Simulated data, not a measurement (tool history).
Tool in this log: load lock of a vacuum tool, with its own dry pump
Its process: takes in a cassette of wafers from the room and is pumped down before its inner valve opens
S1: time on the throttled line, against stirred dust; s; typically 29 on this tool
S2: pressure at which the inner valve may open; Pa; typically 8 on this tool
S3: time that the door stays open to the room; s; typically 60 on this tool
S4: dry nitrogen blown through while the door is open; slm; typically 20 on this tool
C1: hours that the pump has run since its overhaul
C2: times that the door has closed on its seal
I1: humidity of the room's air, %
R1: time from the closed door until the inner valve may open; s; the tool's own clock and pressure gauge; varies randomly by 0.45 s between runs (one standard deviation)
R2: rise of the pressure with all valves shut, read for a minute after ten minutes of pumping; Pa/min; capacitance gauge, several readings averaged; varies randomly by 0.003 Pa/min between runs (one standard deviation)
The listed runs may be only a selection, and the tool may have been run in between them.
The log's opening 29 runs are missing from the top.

{"run": 30, "hour": 7616.9, "S1": 55, "S2": 7, "S3": 57, "S4": 12, "C1": 13242, "C2": 4672, "I1": 43, "R1": 76.7, "R2": 0.056}
{"run": 31, "hour": 7848.8, "S1": 21, "S2": 9, "S3": 57, "S4": 25, "C1": 13474, "C2": 5745, "I1": 45.9, "R1": 51.7, "R2": 0.053}
{"run": 32, "hour": 8169.2, "S1": 29, "S2": 8, "S3": 80, "S4": 20, "C1": 13794, "C2": 7229, "I1": 42.6, "R1": 57.4, "R2": 0.059}
{"run": 33, "hour": 8369.7, "S1": 29, "S2": 8, "S3": 80, "S4": 20, "C1": 13995, "C2": 8157, "I1": 45.7, "R1": 58.2, "R2": 0.067}
{"run": 34, "hour": 8606.1, "S1": 29, "S2": 15, "S3": 84, "S4": 20, "C1": 14231, "C2": 9251, "I1": 50.4, "R1": 55.8, "R2": 0.084}
{"run": 35, "hour": 8795.4, "S1": 25, "S2": 9, "S3": 60, "S4": 20, "C1": 14421, "C2": 10128, "I1": 41.8, "R1": 54.4, "R2": 0.069}
{"run": 36, "hour": 8948.6, "S1": 25, "S2": 9, "S3": 161, "S4": 14, "C1": 14574, "C2": 10837, "I1": 46.6, "R1": 55.2, "R2": 0.107}
{"run": 37, "hour": 9151.6, "S1": 34, "S2": 8, "S3": 60, "S4": 13, "C1": 14777, "C2": 11777, "I1": 43.9, "R1": 61.1, "R2": 0.075}
{"run": 38, "hour": 9327.6, "S1": 29, "S2": 8, "S3": 60, "S4": 8, "C1": 14953, "C2": 12592, "I1": 40.6, "R1": 58.7, "R2": 0.085}

Each row is a separate what-if for the run after 38, all from the same tool condition, not one after another. Results?
{"run": "A", "hour": 9628.2, "S1": 24, "S2": 9, "S3": 60, "S4": 23, "C1": 15253, "C2": 13984, "I1": 46, "R1": "?", "R2": "?"}
{"run": "B", "hour": 9628.2, "S1": 29, "S2": 8, "S3": 63, "S4": 8, "C1": 15253, "C2": 13984, "I1": 42.4, "R1": "?", "R2": "?"}
{"run": "C", "hour": 9628.2, "S1": 16, "S2": 9, "S3": 210, "S4": 8, "C1": 15253, "C2": 13984, "I1": 42.4, "R1": "?", "R2": "?"}

run=A R1=53.4 R2=0.085
run=B R1=58.2 R2=0.097
run=C R1=48.1 R2=0.119
With no hidden state in the tool, these same runs would have given:
run=A R1=50.5 R2=0.038
run=B R1=55.3 R2=0.051
run=C R1=44.9 R2=0.074

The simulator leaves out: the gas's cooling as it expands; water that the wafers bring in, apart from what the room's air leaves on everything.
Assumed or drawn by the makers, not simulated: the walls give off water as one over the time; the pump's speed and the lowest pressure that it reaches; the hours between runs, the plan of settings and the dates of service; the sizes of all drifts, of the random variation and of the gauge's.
